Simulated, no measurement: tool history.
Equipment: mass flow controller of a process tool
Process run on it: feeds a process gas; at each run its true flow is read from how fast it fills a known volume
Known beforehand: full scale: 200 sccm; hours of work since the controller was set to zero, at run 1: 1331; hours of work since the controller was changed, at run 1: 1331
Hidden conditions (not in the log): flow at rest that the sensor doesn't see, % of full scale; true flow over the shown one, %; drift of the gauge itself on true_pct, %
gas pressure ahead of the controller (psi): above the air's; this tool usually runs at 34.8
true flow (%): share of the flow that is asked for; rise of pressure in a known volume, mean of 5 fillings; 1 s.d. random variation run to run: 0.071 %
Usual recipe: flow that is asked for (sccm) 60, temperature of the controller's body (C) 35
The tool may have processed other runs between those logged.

| run | hour | flow that is asked for (sccm) | gas pressure ahead of the controller (psi) | temperature of the controller's body (C) | hours of work since the controller was set to zero | hours of work since the controller was changed | true flow (%) |
|---|---|---|---|---|---|---|---|
| 1 | 0 | 60 | 34.8 | 35 | 1331 | 1331 | 98.31 |
| 2 | 128.4 | 40 | 34.8 | 35 | 1409 | 1409 | 97.65 |
| 3 | 205.6 | 40 | 34.8 | 35 | 1456 | 1456 | 97.57 |
| 4 | 391 | 60 | 34.8 | 35 | 1569 | 1569 | 98.36 |
| 5 | 533.1 | 39 | 34.8 | 35 | 1656 | 1656 | 97.39 |
| 6 | 696.8 | 39 | 34.8 | 35 | 1756 | 1756 | 97.33 |
| 7 | 867.7 | 60 | 34.8 | 35 | 1860 | 1860 | 98.12 |
| 8 | 989.3 | 60 | 34.8 | 35 | 1934 | 1934 | 98.01 |
| 9 | 1086.1 | 60 | 34.8 | 35 | 1994 | 1994 | 98.06 |
| 10 | 1224.2 | 28 | 34.8 | 35 | 2078 | 2078 | 96.13 |
| 11 | 1392.7 | 60 | 34.8 | 35 | 2181 | 2181 | 97.95 |
| 12 | 1568.1 | 60 | 34.8 | 35 | 2288 | 2288 | 98.01 |
| 13 | 1706 | 60 | 34.8 | 35 | 2372 | 2372 | 98 |
| 14 | 1785 | 60 | 34.8 | 35 | 2420 | 2420 | 97.93 |
| 15 | 1864.4 | 60 | 34.8 | 26 | 2469 | 2469 | 97.09 |
| 16 | 2022.4 | 60 | 34.8 | 26 | 2565 | 2565 | 96.94 |
| 17 | 2153.5 | 60 | 34.8 | 26 | 2645 | 2645 | 96.95 |
| 18 | 2237.7 | 60 | 34.8 | 26 | 2696 | 2696 | 97.07 |
| 19 | 2365.8 | 60 | 31 | 26 | 2775 | 2775 | 97.04 |
| 20 | 2510.4 | 58 | 34.8 | 25 | 2863 | 2863 | 96.72 |
| 21 | 2631.2 | 58 | 34.8 | 25 | 2937 | 2937 | 96.72 |
| 22 | 2774.5 | 86 | 34.8 | 27 | 3024 | 3024 | 97.81 |
| 23 | 2931 | 93 | 34.8 | 35 | 3120 | 3120 | 98.56 |
| 24 | 3048.6 | 70 | 34.8 | 37 | 3191 | 3191 | 98.14 |
| 25 | 3216.3 | 70 | 34.8 | 37 | 3294 | 3294 | 98.21 |
| 26 | 3341.5 | 70 | 36.3 | 37 | 3370 | 3370 | 98.15 |
| 27 | 3524.9 | 70 | 20.7 | 40 | 3482 | 3482 | 98.71 |
| 28 | 3651.2 | 70 | 20.7 | 40 | 3559 | 3559 | 98.71 |
| 29 | 3784.5 | 70 | 20.7 | 40 | 3641 | 3641 | 98.68 |
| 30 | 3926.1 | 74 | 25.1 | 29 | 3727 | 3727 | 97.81 |
| 31 | 4114.7 | 60 | 22 | 35 | 3842 | 3842 | 97.64 |

Branching from run 31: 3 alternative next runs. What would each branch give?
| A | 4210 | 60 | 31 | 35 | 3900 | 3900 | ? |
| B | 4210 | 28 | 24.1 | 36 | 3900 | 3900 | ? |
| C | 4210 | 40 | 34.1 | 21 | 3900 | 3900 | ? |

| run | true flow (%) |
|---|---|
| A | 97.31 |
| B | 94.56 |
| C | 94.66 |
Stripped of hidden state, with their random variation kept, the same runs would have yielded:
| run | true flow (%) |
|---|---|
| A | 99.48 |
| B | 99.55 |
| C | 98.06 |
